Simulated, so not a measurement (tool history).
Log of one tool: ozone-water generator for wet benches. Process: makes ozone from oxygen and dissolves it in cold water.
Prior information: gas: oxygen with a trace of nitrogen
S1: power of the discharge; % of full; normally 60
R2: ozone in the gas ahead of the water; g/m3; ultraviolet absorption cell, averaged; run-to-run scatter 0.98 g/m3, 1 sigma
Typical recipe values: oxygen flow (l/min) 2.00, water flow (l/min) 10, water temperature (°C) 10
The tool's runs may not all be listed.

Run 1, day 0.000: usual settings. Result: dissolved ozone (ppm) 13.9, R2 168.2 g/m3.
Run 2, day 4.729: usual settings but S1 45 % of full. Result: dissolved ozone (ppm) 11.0, R2 136.1 g/m3.
Run 3, day 8.383: usual settings but water temperature (°C) 9. Result: dissolved ozone (ppm) 13.9, R2 170.3 g/m3.
Run 4, day 10.867: usual settings but water temperature (°C) 9. Result: dissolved ozone (ppm) 13.9, R2 170.0 g/m3.
Run 5, day 13.500: usual settings but water temperature (°C) 9. Result: dissolved ozone (ppm) 13.8, R2 169.9 g/m3.
Run 6, day 16.200: usual settings but water temperature (°C) 9. Result: dissolved ozone (ppm) 13.8, R2 167.8 g/m3.
Run 7, day 21.238: usual settings. Result: dissolved ozone (ppm) 13.7, R2 170.5 g/m3.
Run 8, day 25.062: usual settings. Result: dissolved ozone (ppm) 13.5, R2 170.1 g/m3.
Run 9, day 27.929: usual settings. Result: dissolved ozone (ppm) 13.5, R2 169.5 g/m3.
Run 10, day 32.888: usual settings but S1 96 % of full. Result: dissolved ozone (ppm) 19.2, R2 241.1 g/m3.
Run 11, day 38.408: usual settings but water temperature (°C) 8. Result: dissolved ozone (ppm) 14.1, R2 169.8 g/m3.
Run 12, day 41.629: usual settings but oxygen flow (l/min) 2.52. Result: dissolved ozone (ppm) 13.5, R2 145.4 g/m3.
Run 13, day 45.800: usual settings but oxygen flow (l/min) 2.52. Result: dissolved ozone (ppm) 13.6, R2 145.3 g/m3.
Run 14, day 51.721: usual settings but oxygen flow (l/min) 2.52. Result: dissolved ozone (ppm) 13.8, R2 146.1 g/m3.
Run 15, day 56.192: usual settings but water temperature (°C) 11. Result: dissolved ozone (ppm) 13.4, R2 170.3 g/m3.
Run 16, day 60.171: usual settings but S1 93 % of full, water temperature (°C) 16. Result: dissolved ozone (ppm) 17.6, R2 234.7 g/m3.
Run 17, day 64.442: usual settings but S1 93 % of full, water temperature (°C) 16. Result: dissolved ozone (ppm) 17.7, R2 234.4 g/m3.
Run 18, day 68.183: usual settings but S1 90 % of full. Result: dissolved ozone (ppm) 18.3, R2 230.1 g/m3.
Run 19, day 72.492: usual settings but water flow (l/min) 11. Result: dissolved ozone (ppm) 12.3, R2 170.9 g/m3.
Run 20, day 75.529: usual settings but oxygen flow (l/min) 2.94, water flow (l/min) 11, water temperature (°C) 14. Result: dissolved ozone (ppm) 11.6, R2 131.3 g/m3.
Run 21, day 80.229: usual settings but oxygen flow (l/min) 2.94, water flow (l/min) 11, water temperature (°C) 7. Result: dissolved ozone (ppm) 12.6, R2 132.6 g/m3.
Run 22, day 84.921: usual settings but S1 79 % of full, oxygen flow (l/min) 2.45. Result: dissolved ozone (ppm) 16.8, R2 180.9 g/m3.
Run 23, day 91.000: usual settings but S1 63 % of full, water flow (l/min) 7, water temperature (°C) 11. Result: dissolved ozone (ppm) 19.9, R2 178.1 g/m3.
Run 24, day 94.558: usual settings but S1 63 % of full, water flow (l/min) 7, water temperature (°C) 11. Result: dissolved ozone (ppm) 20.1, R2 179.7 g/m3.
Run 25, day 98.142: usual settings but oxygen flow (l/min) 1.15, water temperature (°C) 8. Result: dissolved ozone (ppm) 13.6, R2 251.7 g/m3.
Run 26, day 104.012: usual settings but water temperature (°C) 16. Result: dissolved ozone (ppm) 13.0, R2 172.1 g/m3.
Run 27, day 107.379: usual settings but water temperature (°C) 16. Result: dissolved ozone (ppm) 12.9, R2 173.9 g/m3.
Run 28, day 110.958: usual settings but water temperature (°C) 17. Result: dissolved ozone (ppm) 12.8, R2 169.3 g/m3.
Run 29, day 116.354: usual settings but S1 49 % of full, water temperature (°C) 9. Result: dissolved ozone (ppm) 11.7, R2 149.0 g/m3.
Run 30, day 121.000: usual settings but S1 49 % of full, water temperature (°C) 9. Result: dissolved ozone (ppm) 11.8, R2 149.4 g/m3.

Not shown: 2 entries that the log had between the listed runs. Between which runs, and how does the tool's hidden state differ before and after?
In the gap between runs 1 and 2: water thermometer calibrated (day 0.896)
  drift of the gauge itself on gas_g_m3, %: 0 -> 0.09
  what was measured, less what the result would be without the hidden state, R2: +0.0 -> +0.1 g/m3
In the gap between runs 29 and 30: contactor cleaned (day 117.988)
  contactor's efficiency, % of a clean one's: 99.9 -> 100; drift of the gauge itself on gas_g_m3, %: 2.12 -> 2.2
  what was measured, less what the result would be without the hidden state, R2: +3.1 -> +3.1 g/m3
